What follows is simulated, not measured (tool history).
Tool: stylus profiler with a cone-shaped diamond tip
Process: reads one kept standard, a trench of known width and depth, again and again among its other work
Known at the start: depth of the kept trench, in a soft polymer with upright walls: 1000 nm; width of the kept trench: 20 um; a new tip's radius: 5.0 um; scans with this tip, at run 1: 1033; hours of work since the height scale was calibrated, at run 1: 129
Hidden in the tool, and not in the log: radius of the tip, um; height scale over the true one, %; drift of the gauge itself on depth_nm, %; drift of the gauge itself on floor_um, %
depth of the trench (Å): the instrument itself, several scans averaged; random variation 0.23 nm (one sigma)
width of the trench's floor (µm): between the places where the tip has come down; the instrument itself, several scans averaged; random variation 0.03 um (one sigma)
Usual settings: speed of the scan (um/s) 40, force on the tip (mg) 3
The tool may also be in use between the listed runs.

run	day	speed of the scan (um/s)	force on the tip (mg)	scans with this tip	hours of work since the height scale was calibrated	depth of the trench (Å)	width of the trench's floor (µm)
1	0	40	3	1033	129	10123.3	13.87
2	0.608	40	1.66	1088	136	10085.3	13.85
3	1.046	40	1.66	1128	141	10083.3	13.77
4	1.317	40	1.66	1152	144	10081.4	13.82
5	1.908	40	1.66	1206	150	10084.9	13.84
6	2.367	40	1.66	1247	155	10086	13.88
7	2.7	40	1.66	1277	159	10085	13.8
8	3.017	57	1.32	1306	163	10074.1	13.7
9	3.321	29	1.41	1333	166	10073.3	13.82
10	3.733	136	6.87	1371	171	10212.5	13.69
11	4.346	136	6.87	1426	178	10214.9	13.65
12	4.962	136	6.87	1482	185	10213.1	13.67

3 ways to go on from here, each from the tool as it stands after run 12. What would each give?
A	5.3	136	1.44	1512	188	?	?
B	5.3	64	2.08	1512	188	?	?
C	5.3	93	1.45	1512	188	?	?

run	depth of the trench (Å)	width of the trench's floor (µm)
A	10077.1	13.29
B	10094.6	13.76
C	10078.1	13.53
Without the tool's hidden state the same runs would have given:
run	depth of the trench (Å)	width of the trench's floor (µm)
A	10077.1	13.29
B	10094.5	13.77
C	10078.1	13.53
